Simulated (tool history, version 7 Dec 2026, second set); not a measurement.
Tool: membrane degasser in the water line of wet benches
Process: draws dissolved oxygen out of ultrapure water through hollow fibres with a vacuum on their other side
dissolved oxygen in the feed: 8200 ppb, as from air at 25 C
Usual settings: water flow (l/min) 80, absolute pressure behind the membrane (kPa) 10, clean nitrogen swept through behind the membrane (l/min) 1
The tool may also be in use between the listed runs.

| run | hour | water flow (l/min) | absolute pressure behind the membrane (kPa) | clean nitrogen swept through behind the membrane (l/min) | dissolved oxygen in the water behind the degasser (ppb) | pressure that the water loses in the fibres (kPa) |
|---|---|---|---|---|---|---|
| 1 | 0 | 80 | 10 | 1 | 850.3 | 51.13 |
| 2 | 46.7 | 80 | 10 | 1 | 844.8 | 50.68 |
| 3 | 90.9 | 80 | 10 | 1 | 846.7 | 50.94 |
| 4 | 117 | 80 | 10 | 1 | 844.5 | 51.34 |
| 5 | 160.7 | 80 | 10 | 1 | 849.6 | 50.81 |
| 6 | 200.2 | 87 | 10 | 1 | 901.8 | 55.07 |
| 7 | 241.8 | 88 | 6 | 1 | 395.9 | 55.79 |
| 8 | 274.6 | 100 | 9.8 | 1.46 | 750.8 | 63.58 |
|  | 280.4 | vacuum gauge calibrated |
| 9 | 302.7 | 58 | 6.9 | 1 | 384.2 | 36.69 |
| 10 | 343.2 | 58 | 6.9 | 1 | 384.7 | 37.08 |
| 11 | 402.8 | 79 | 10 | 1.96 | 525.8 | 50.34 |
| 12 | 433 | 80 | 10 | 2.06 | 516.9 | 51.07 |

The same runs without the tool's hidden state, with the same run-to-run variation:
The hidden state here: membrane still open, %; true pressure behind the membrane over the reading, kPa; air that leaks in behind the membrane, l/min; drift of the gauge itself on oxygen_ppb, %; drift of the gauge itself on loss_of_pressure_kpa, %.
| run | pressure that the water loses in the fibres (kPa) |
|---|---|
| 1 | 50.29 |
| 2 | 49.82 |
| 3 | 50.06 |
| 4 | 50.43 |
| 5 | 49.89 |
| 6 | 54.05 |
| 7 | 54.74 |
| 8 | 62.36 |
| 9 | 35.98 |
| 10 | 36.35 |
| 11 | 49.32 |
| 12 | 50.02 |
dissolved oxygen in the water behind the degasser (ppb): within 2.4 of the measured result in every run.

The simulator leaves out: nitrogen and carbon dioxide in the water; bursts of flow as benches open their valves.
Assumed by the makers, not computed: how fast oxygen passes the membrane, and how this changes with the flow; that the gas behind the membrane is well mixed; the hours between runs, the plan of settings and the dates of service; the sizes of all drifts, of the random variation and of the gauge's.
